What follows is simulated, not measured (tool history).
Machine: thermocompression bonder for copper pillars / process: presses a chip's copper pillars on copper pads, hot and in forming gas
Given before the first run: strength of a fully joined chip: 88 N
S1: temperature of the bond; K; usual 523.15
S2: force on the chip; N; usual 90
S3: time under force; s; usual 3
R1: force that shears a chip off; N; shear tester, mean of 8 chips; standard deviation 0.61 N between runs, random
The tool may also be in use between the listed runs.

{"run": 1, "hour": 0.0, "S1": 523.15, "S2": 90, "S3": 3, "R1": 34.5}
{"run": 2, "hour": 21.1, "S1": 523.15, "S2": 124, "S3": 3, "R1": 44.3}
{"run": 3, "hour": 43.8, "S1": 523.15, "S2": 118, "S3": 3, "R1": 43.3}
{"run": 4, "hour": 56.8, "S1": 523.15, "S2": 118, "S3": 3, "R1": 44.1}
{"run": 5, "hour": 80.0, "S1": 512.15, "S2": 118, "S3": 3, "R1": 39.4}
{"run": 6, "hour": 97.4, "S1": 512.15, "S2": 118, "S3": 3, "R1": 38.7}
{"run": 7, "hour": 120.3, "S1": 512.15, "S2": 118, "S3": 3, "R1": 39.2}
{"run": 8, "hour": 134.5, "S1": 512.15, "S2": 118, "S3": 3, "R1": 38.0}
{"run": 9, "hour": 157.9, "S1": 523.15, "S2": 102, "S3": 3, "R1": 39.3}
{"run": 10, "hour": 176.9, "S1": 523.15, "S2": 90, "S3": 2, "R1": 29.2}
{"run": 11, "hour": 191.0, "S1": 523.15, "S2": 90, "S3": 6, "R1": 45.7}
{"run": 12, "hour": 205.8, "S1": 523.15, "S2": 90, "S3": 6, "R1": 44.3}
{"run": 13, "hour": 227.3, "S1": 523.15, "S2": 90, "S3": 6, "R1": 46.3}
{"run": 14, "hour": 243.2, "S1": 523.15, "S2": 90, "S3": 7, "R1": 46.9}
{"run": 15, "hour": 253.8, "S1": 523.15, "S2": 90, "S3": 7, "R1": 48.5}
{"hour": 260.1, "done": "forming gas filter changed"}
{"run": 16, "hour": 264.4, "S1": 506.15, "S2": 90, "S3": 3, "R1": 28.7}
{"run": 17, "hour": 276.8, "S1": 506.15, "S2": 90, "S3": 3, "R1": 29.6}
{"run": 18, "hour": 296.9, "S1": 523.15, "S2": 90, "S3": 3, "R1": 34.9}
{"run": 19, "hour": 306.3, "S1": 524.15, "S2": 54, "S3": 3, "R1": 21.9}
{"run": 20, "hour": 316.5, "S1": 542.15, "S2": 90, "S3": 3, "R1": 43.0}
{"run": 21, "hour": 334.9, "S1": 495.15, "S2": 104, "S3": 7, "R1": 40.5}
{"run": 22, "hour": 356.3, "S1": 523.15, "S2": 58, "S3": 3, "R1": 23.9}
{"run": 23, "hour": 372.6, "S1": 541.15, "S2": 109, "S3": 3, "R1": 47.7}
{"run": 24, "hour": 388.1, "S1": 506.15, "S2": 90, "S3": 2, "R1": 24.0}
{"run": 25, "hour": 409.2, "S1": 506.15, "S2": 90, "S3": 2, "R1": 25.2}
{"run": 26, "hour": 430.4, "S1": 506.15, "S2": 90, "S3": 2, "R1": 24.7}
{"run": 27, "hour": 451.5, "S1": 497.15, "S2": 120, "S3": 2, "R1": 28.1}
{"run": 28, "hour": 465.6, "S1": 519.15, "S2": 55, "S3": 9, "R1": 33.2}
{"run": 29, "hour": 479.8, "S1": 508.15, "S2": 121, "S3": 3, "R1": 36.9}
{"run": 30, "hour": 501.7, "S1": 508.15, "S2": 121, "S3": 3, "R1": 37.3}
{"run": 31, "hour": 519.6, "S1": 502.15, "S2": 132, "S3": 3, "R1": 38.8}
{"run": 32, "hour": 531.4, "S1": 502.15, "S2": 132, "S3": 3, "R1": 39.0}
{"run": 33, "hour": 553.7, "S1": 527.15, "S2": 132, "S3": 4, "R1": 55.1}
{"run": 34, "hour": 573.6, "S1": 552.15, "S2": 101, "S3": 2, "R1": 44.6}
{"run": 35, "hour": 591.4, "S1": 510.15, "S2": 98, "S3": 2, "R1": 27.2}

4 ways to go on from here, each from the tool as it stands after run 35. What would each give?
{"run": "A", "hour": 603.0, "S1": 502.15, "S2": 90, "S3": 2, "R1": "?"}
{"run": "B", "hour": 603.0, "S1": 512.15, "S2": 114, "S3": 4, "R1": "?"}
{"run": "C", "hour": 603.0, "S1": 515.15, "S2": 90, "S3": 3, "R1": "?"}
{"run": "D", "hour": 603.0, "S1": 496.15, "S2": 90, "S3": 3, "R1": "?"}

run=A R1=23.8
run=B R1=42.9
run=C R1=32.5
run=D R1=24.8
The same runs, with their run-to-run variation unchanged, on a tool lacking any hidden condition would have given:
run=A R1=23.9
run=B R1=43.1
run=C R1=32.7
run=D R1=24.9
